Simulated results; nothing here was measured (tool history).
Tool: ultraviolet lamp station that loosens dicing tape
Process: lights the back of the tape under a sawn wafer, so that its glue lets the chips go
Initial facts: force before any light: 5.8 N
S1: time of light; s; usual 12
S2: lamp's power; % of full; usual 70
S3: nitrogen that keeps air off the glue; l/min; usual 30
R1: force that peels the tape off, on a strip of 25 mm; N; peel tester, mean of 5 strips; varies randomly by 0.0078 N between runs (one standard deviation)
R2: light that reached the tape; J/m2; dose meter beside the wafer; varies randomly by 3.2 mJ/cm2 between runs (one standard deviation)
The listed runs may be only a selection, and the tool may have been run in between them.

Run 1, hour 0.0: usual settings. Result: R1 0.367 N, R2 4340 J/m2.
Run 2, hour 12.5: usual settings but S3 37 l/min. Result: R1 0.327 N, R2 4360 J/m2.
Run 3, hour 23.9: usual settings but S3 37 l/min. Result: R1 0.318 N, R2 4350 J/m2.
Run 4, hour 31.7: usual settings but S3 37 l/min. Result: R1 0.324 N, R2 4370 J/m2.
Run 5, hour 38.4: usual settings but S3 37 l/min. Result: R1 0.331 N, R2 4340 J/m2.
Run 6, hour 46.4: usual settings but S3 37 l/min. Result: R1 0.327 N, R2 4300 J/m2.
Run 7, hour 53.4: usual settings but S3 37 l/min. Result: R1 0.333 N, R2 4300 J/m2.
Run 8, hour 62.2: usual settings but S1 17 s, S2 75 % of full, S3 45 l/min. Result: R1 0.204 N, R2 6490 J/m2.
Run 9, hour 67.8: usual settings but S1 14 s, S3 10 l/min. Result: R1 0.606 N, R2 5080 J/m2.
Run 10, hour 76.8: usual settings but S1 14 s, S2 72 % of full, S3 27 l/min. Result: R1 0.300 N, R2 5140 J/m2.
Run 11, hour 90.3: usual settings but S1 14 s, S2 69 % of full, S3 27 l/min. Result: R1 0.322 N, R2 4880 J/m2.
Run 12, hour 99.4: usual settings but S1 14 s, S2 69 % of full, S3 27 l/min. Result: R1 0.323 N, R2 4870 J/m2.
Run 13, hour 109.9: usual settings but S1 9 s, S2 64 % of full, S3 38 l/min. Result: R1 0.639 N, R2 2830 J/m2.
Run 14, hour 119.4: usual settings. Result: R1 0.394 N, R2 4230 J/m2.

Each row is a separate what-if for the run after 14, all from the same tool condition, not one after another. Results?
Run A, hour 125.7: usual settings but S1 8 s, S2 97 % of full, S3 31 l/min. Result: R1 ?, R2 ?.
Run B, hour 125.7: usual settings but S1 6 s, S2 90 % of full, S3 36 l/min. Result: R1 ?, R2 ?.
Run C, hour 125.7: usual settings but S2 60 % of full, S3 57 l/min. Result: R1 ?, R2 ?.

run     R1    R2
  A  0.448  3880
  B  0.751  2640
  C  0.364  3600
Without the tool's hidden state the same runs would have given:
run     R1    R2
  A  0.337  4580
  B  0.561  3120
  C  0.282  4240
